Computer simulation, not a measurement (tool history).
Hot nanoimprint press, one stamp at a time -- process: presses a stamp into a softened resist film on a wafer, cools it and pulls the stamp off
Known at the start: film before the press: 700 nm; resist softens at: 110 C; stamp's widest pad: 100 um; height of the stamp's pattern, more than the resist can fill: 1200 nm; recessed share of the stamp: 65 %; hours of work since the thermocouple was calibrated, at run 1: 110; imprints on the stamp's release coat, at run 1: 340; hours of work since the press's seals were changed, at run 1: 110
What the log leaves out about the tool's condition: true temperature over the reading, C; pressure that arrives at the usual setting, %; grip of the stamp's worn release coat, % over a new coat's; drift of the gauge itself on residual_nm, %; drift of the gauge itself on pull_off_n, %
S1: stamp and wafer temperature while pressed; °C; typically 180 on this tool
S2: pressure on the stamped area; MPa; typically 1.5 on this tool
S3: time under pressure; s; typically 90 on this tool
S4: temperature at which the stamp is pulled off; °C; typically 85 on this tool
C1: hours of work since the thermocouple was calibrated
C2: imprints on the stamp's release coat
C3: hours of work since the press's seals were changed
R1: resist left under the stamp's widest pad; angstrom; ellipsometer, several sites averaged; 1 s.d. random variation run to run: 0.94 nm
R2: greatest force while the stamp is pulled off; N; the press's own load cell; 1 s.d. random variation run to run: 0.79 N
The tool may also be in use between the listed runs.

run 1 hour=0 | S1=180 S2=1.5 S3=90 S4=85 | C1=110 C2=340 C3=110 | R1=3601 R2=192.4
run 2 hour=52.1 | S1=180 S2=1.5 S3=90 S4=85 | C1=148 C2=455 C3=148 | R1=3586 R2=193.7
run 3 hour=110.3 | S1=180 S2=1.03 S3=90 S4=85 | C1=190 C2=584 C3=190 | R1=4164 R2=196.6
run 4 hour=163.1 | S1=180 S2=1.03 S3=90 S4=85 | C1=228 C2=700 C3=228 | R1=4146 R2=197.1
run 5 hour=225.5 | S1=180 S2=1.03 S3=90 S4=85 | C1=273 C2=838 C3=273 | R1=4119 R2=197.7
run 6 hour=269.3 | S1=180 S2=1.5 S3=90 S4=85 | C1=304 C2=935 C3=304 | R1=3504 R2=197.2
run 7 hour=310.5 | S1=180 S2=1.5 S3=90 S4=85 | C1=334 C2=1026 C3=334 | R1=3487 R2=198.7
run 8 hour=344 | S1=180 S2=1.5 S3=90 S4=90 | C1=358 C2=1100 C3=358 | R1=3488 R2=183.9
run 9 hour=395.9 | S1=180 S2=1.5 S3=90 S4=90 | C1=395 C2=1215 C3=395 | R1=3435 R2=184.6
-- hour=404.4 plate thermocouple calibrated
-- hour=461.3 stamp cleaned and given a new release coat
run 10 hour=461.9 | S1=180 S2=1.36 S3=90 S4=79 | C1=37 C2=1 C3=436 | R1=3519 R2=200.2
run 11 hour=525.9 | S1=180 S2=1.36 S3=90 S4=79 | C1=83 C2=143 C3=482 | R1=3486 R2=203.3
run 12 hour=576.5 | S1=170 S2=2.27 S3=102 S4=77 | C1=119 C2=255 C3=519 | R1=4201 R2=208.8
-- hour=600.1 plate thermocouple calibrated, once more
run 13 hour=612.9 | S1=170 S2=2.27 S3=79 S4=89 | C1=9 C2=329 C3=543 | R1=4977 R2=181.7
run 14 hour=670.5 | S1=170 S2=2.27 S3=79 S4=89 | C1=51 C2=456 C3=584 | R1=4965 R2=182.8

Predict each of these 3 candidate next runs independently; none follows another, all start after run 14:
run A hour=707 | S1=178 S2=2.27 S3=47 S4=90 | C1=77 C2=537 C3=611 | R1=? R2=?
run B hour=707 | S1=190 S2=1.72 S3=79 S4=74 | C1=77 C2=537 C3=611 | R1=? R2=?
run C hour=707 | S1=183 S2=1.5 S3=90 S4=85 | C1=77 C2=537 C3=611 | R1=? R2=?

run=A R1=4199 R2=182.9
run=B R1=2350 R2=227.8
run=C R1=3261 R2=196.1
What these runs would have given with no unlogged condition in the tool:
run=A R1=4122 R2=177.6
run=B R1=2310 R2=221
run=C R1=3225 R2=190.3
